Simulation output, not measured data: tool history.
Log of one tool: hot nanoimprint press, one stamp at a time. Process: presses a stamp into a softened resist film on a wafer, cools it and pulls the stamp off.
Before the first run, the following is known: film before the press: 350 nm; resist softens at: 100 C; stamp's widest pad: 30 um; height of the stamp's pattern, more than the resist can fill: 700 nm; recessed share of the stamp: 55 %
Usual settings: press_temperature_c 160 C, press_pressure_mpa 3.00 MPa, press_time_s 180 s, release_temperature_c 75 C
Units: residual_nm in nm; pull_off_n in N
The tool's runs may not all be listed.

run	day	press_temperature_c	press_pressure_mpa	press_time_s	release_temperature_c	residual_nm	pull_off_n
1	0.000	160	3.00	180	75	148.1	190
2	0.625	160	2.01	180	75	183.8	194
# day 1.112: plate thermocouple calibrated
3	1.888	160	3.00	180	75	147.5	199
4	3.333	160	3.94	180	75	127.8	203
5	4.133	160	3.94	180	75	129.4	187
6	5.025	150	3.94	180	75	230.0	188
7	6.083	160	3.00	180	75	149.9	185
8	6.829	160	3.00	180	75	146.8	188
9	8.042	160	3.00	180	75	148.2	190
# day 8.508: stamp cleaned and given a new release coat
10	9.171	160	3.00	180	75	151.0	192
11	9.875	160	2.11	180	75	176.8	186
12	10.533	160	2.11	180	75	175.2	188
13	12.004	160	2.11	180	75	175.0	190
14	12.742	160	2.11	180	75	178.3	185
15	13.804	160	3.00	233	75	133.9	187
16	15.321	160	3.00	158	63	154.5	253
17	16.038	160	3.00	158	63	156.2	245
18	16.938	157	3.50	196	73	157.8	196
# day 17.550: stamp cleaned and given a new release coat
19	18.492	157	3.50	196	73	157.2	206
20	19.462	157	3.50	196	73	156.0	196

For run 21, what comes out?
# day 20.696: plate thermocouple calibrated
21	21.042	160	3.23	192	73	?	?

residual_nm: 141.2 nm
pull_off_n: 199 N
With no hidden state in the tool, this same run would have given residual_nm 140.9 nm, pull_off_n 198 N.

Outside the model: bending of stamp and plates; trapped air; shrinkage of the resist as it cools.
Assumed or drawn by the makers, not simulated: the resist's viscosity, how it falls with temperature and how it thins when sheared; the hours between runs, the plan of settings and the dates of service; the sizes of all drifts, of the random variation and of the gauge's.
